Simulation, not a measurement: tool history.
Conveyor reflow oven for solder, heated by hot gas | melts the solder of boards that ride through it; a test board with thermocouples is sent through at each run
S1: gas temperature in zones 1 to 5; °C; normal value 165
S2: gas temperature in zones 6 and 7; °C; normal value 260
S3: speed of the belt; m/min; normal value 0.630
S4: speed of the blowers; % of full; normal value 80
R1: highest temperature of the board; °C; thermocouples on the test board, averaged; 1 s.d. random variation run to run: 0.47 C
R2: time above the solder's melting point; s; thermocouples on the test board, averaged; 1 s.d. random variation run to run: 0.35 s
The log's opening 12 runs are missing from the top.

Run 13, hour 127.4: usual settings. Result: R1 250.0 °C, R2 46.5 s.
Run 14, hour 144.0: usual settings. Result: R1 248.0 °C, R2 46.0 s.
Run 15, hour 152.7: usual settings. Result: R1 248.5 °C, R2 46.5 s.
Run 16, hour 162.3: usual settings. Result: R1 248.7 °C, R2 46.8 s.
Run 17, hour 169.1: usual settings. Result: R1 248.4 °C, R2 46.7 s.
Run 18, hour 185.7: usual settings. Result: R1 248.6 °C, R2 46.6 s.
Run 19, hour 197.8: usual settings. Result: R1 249.4 °C, R2 47.0 s.
Run 20, hour 205.0: usual settings but S1 154 °C, S2 259 °C, S3 0.707 m/min, S4 78 % of full. Result: R1 241.7 °C, R2 33.5 s.
Run 21, hour 213.7: usual settings but S1 160 °C, S2 270 °C, S3 0.722 m/min, S4 56 % of full. Result: R1 245.3 °C, R2 35.2 s.
Run 22, hour 222.3: usual settings but S1 164 °C, S2 275 °C, S4 51 % of full. Result: R1 254.7 °C, R2 48.1 s.
At hour 227.2: belt drive overhauled, speed set with a stopwatch.
Run 23, hour 241.0: usual settings but S2 261 °C, S3 0.742 m/min. Result: R1 244.3 °C, R2 35.7 s.
Run 24, hour 252.3: usual settings but S1 155 °C, S2 252 °C, S3 0.651 m/min, S4 52 % of full. Result: R1 231.6 °C, R2 24.9 s.
Run 25, hour 267.0: usual settings but S2 256 °C. Result: R1 243.5 °C, R2 43.5 s.
Run 26, hour 282.8: usual settings but S2 262 °C, S3 0.759 m/min. Result: R1 244.2 °C, R2 34.3 s.
Run 27, hour 289.6: usual settings but S2 262 °C, S3 0.759 m/min. Result: R1 245.1 °C, R2 35.0 s.
Run 28, hour 299.6: usual settings but S1 172 °C, S3 0.739 m/min. Result: R1 244.0 °C, R2 38.0 s.
Run 29, hour 307.8: usual settings but S3 0.603 m/min. Result: R1 248.7 °C, R2 50.4 s.
At hour 322.4: belt drive overhauled, speed set with a stopwatch, once more.
Run 30, hour 322.4: usual settings but S2 250 °C, S3 0.644 m/min, S4 57 % of full. Result: R1 233.1 °C, R2 29.7 s.
Run 31, hour 336.3: usual settings but S3 0.644 m/min. Result: R1 247.3 °C, R2 44.4 s.

What if the next run were any one of these 3? Each begins from the tool's condition after run 31:
Run A, hour 352.5: usual settings but S1 160 °C, S3 0.573 m/min. Result: R1 ?, R2 ?.
Run B, hour 352.5: usual settings but S2 256 °C, S3 0.557 m/min, S4 76 % of full. Result: R1 ?, R2 ?.
Run C, hour 352.5: usual settings but S4 77 % of full. Result: R1 ?, R2 ?.

run     R1    R2
  A  249.8  51.0
  B  246.1  51.8
  C  246.8  44.9
The same runs, with their run-to-run variation unchanged, on a tool lacking any hidden condition would have given:
run     R1    R2
  A  251.3  52.5
  B  247.5  53.3
  C  248.4  46.4
